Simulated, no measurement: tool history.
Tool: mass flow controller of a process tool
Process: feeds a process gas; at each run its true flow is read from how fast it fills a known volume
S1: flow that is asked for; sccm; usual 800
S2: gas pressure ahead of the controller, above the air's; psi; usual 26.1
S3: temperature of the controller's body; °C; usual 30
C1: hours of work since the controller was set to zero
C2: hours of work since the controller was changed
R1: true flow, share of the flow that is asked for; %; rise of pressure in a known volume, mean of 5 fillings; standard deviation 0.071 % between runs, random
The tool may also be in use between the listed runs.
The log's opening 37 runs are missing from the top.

run,day,S1,S2,S3,C1,C2,R1
38,167.625,197,29.3,29,2192,2192,97.84
39,172.196,800,21.0,30,2247,2247,99.30
40,176.804,328,21.0,30,2302,2302,98.21
41,182.792,735,28.0,28,2373,2373,98.71
42,188.904,735,28.0,28,2447,2447,98.79
43,193.908,735,28.0,28,2506,2506,98.72
44,199.492,735,39.3,28,2573,2573,97.98
45,204.608,735,39.3,28,2634,2634,98.00
46,207.279,735,39.3,29,2666,2666,98.04
# day 209.112: gauge calibrated
47,212.554,735,39.3,29,2729,2729,98.86
48,216.021,114,28.7,30,2771,2771,98.13

Below are 4 alternative next runs, each starting from the tool's condition after run 48. Predict each:
A,220.567,114,28.7,35,2825,2825,?
B,220.567,353,35.2,40,2825,2825,?
C,220.567,211,23.6,24,2825,2825,?
D,220.567,800,36.3,23,2825,2825,?

run,R1
A,97.81
B,97.89
C,98.65
D,99.24
What these runs would have given with no unlogged condition in the tool:
run,R1
A,97.94
B,97.99
C,98.76
D,99.34
